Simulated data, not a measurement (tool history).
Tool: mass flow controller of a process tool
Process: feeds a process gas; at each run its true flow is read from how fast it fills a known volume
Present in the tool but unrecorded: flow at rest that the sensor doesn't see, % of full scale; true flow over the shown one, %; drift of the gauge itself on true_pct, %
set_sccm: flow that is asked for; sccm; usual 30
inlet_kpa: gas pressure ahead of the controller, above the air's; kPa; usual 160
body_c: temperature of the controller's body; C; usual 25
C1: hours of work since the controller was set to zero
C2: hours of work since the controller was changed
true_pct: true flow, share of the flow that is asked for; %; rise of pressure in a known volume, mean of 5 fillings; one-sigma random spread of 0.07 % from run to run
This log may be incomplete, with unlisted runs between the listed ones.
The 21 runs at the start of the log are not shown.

run 22 hour=1221.7 | set_sccm=30 inlet_kpa=160 body_c=25 | C1=615 C2=615 | true_pct=96.32
run 23 hour=1272.0 | set_sccm=30 inlet_kpa=194 body_c=33 | C1=637 C2=637 | true_pct=97.27
run 24 hour=1341.6 | set_sccm=30 inlet_kpa=176 body_c=24 | C1=667 C2=667 | true_pct=95.99
run 25 hour=1413.2 | set_sccm=31 inlet_kpa=279 body_c=34 | C1=698 C2=698 | true_pct=97.88
run 26 hour=1447.4 | set_sccm=30 inlet_kpa=158 body_c=25 | C1=713 C2=713 | true_pct=95.95
run 27 hour=1481.2 | set_sccm=30 inlet_kpa=158 body_c=25 | C1=728 C2=728 | true_pct=95.96
run 28 hour=1534.0 | set_sccm=30 inlet_kpa=199 body_c=23 | C1=751 C2=751 | true_pct=96.05
run 29 hour=1615.9 | set_sccm=49 inlet_kpa=140 body_c=25 | C1=786 C2=786 | true_pct=96.07
run 30 hour=1684.9 | set_sccm=49 inlet_kpa=140 body_c=25 | C1=816 C2=816 | true_pct=96.02
run 31 hour=1764.2 | set_sccm=73 inlet_kpa=160 body_c=26 | C1=850 C2=850 | true_pct=96.57
run 32 hour=1827.0 | set_sccm=83 inlet_kpa=160 body_c=25 | C1=878 C2=878 | true_pct=96.57
run 33 hour=1879.5 | set_sccm=12 inlet_kpa=217 body_c=25 | C1=900 C2=900 | true_pct=95.27
run 34 hour=1954.4 | set_sccm=12 inlet_kpa=217 body_c=25 | C1=933 C2=933 | true_pct=95.21
-- hour=1965.0 gauge calibrated
run 35 hour=2014.5 | set_sccm=25 inlet_kpa=183 body_c=25 | C1=959 C2=959 | true_pct=98.14
run 36 hour=2088.3 | set_sccm=25 inlet_kpa=183 body_c=25 | C1=991 C2=991 | true_pct=97.90
run 37 hour=2126.7 | set_sccm=25 inlet_kpa=183 body_c=25 | C1=1008 C2=1008 | true_pct=97.95
run 38 hour=2197.0 | set_sccm=63 inlet_kpa=145 body_c=23 | C1=1038 C2=1038 | true_pct=98.21
run 39 hour=2233.2 | set_sccm=66 inlet_kpa=145 body_c=23 | C1=1054 C2=1054 | true_pct=98.29
run 40 hour=2297.5 | set_sccm=66 inlet_kpa=145 body_c=23 | C1=1082 C2=1082 | true_pct=98.19
run 41 hour=2344.5 | set_sccm=66 inlet_kpa=145 body_c=23 | C1=1102 C2=1102 | true_pct=98.17
run 42 hour=2388.9 | set_sccm=22 inlet_kpa=157 body_c=25 | C1=1121 C2=1121 | true_pct=97.22
run 43 hour=2427.6 | set_sccm=89 inlet_kpa=160 body_c=30 | C1=1138 C2=1138 | true_pct=99.19

Branching from run 43: 5 alternative next runs. What would each branch give?
run A hour=2498.1 | set_sccm=56 inlet_kpa=222 body_c=30 | C1=1169 C2=1169 | true_pct=?
run B hour=2498.1 | set_sccm=14 inlet_kpa=255 body_c=28 | C1=1169 C2=1169 | true_pct=?
run C hour=2498.1 | set_sccm=53 inlet_kpa=238 body_c=22 | C1=1169 C2=1169 | true_pct=?
run D hour=2498.1 | set_sccm=28 inlet_kpa=160 body_c=34 | C1=1169 C2=1169 | true_pct=?
run E hour=2498.1 | set_sccm=30 inlet_kpa=160 body_c=22 | C1=1169 C2=1169 | true_pct=?

run=A true_pct=98.81
run=B true_pct=97.98
run=C true_pct=98.24
run=D true_pct=98.16
run=E true_pct=96.99
The same runs, with their run-to-run variation unchanged, on a tool lacking any hidden condition would have given:
run=A true_pct=99.57
run=B true_pct=98.75
run=C true_pct=99.00
run=D true_pct=98.93
run=E true_pct=97.74
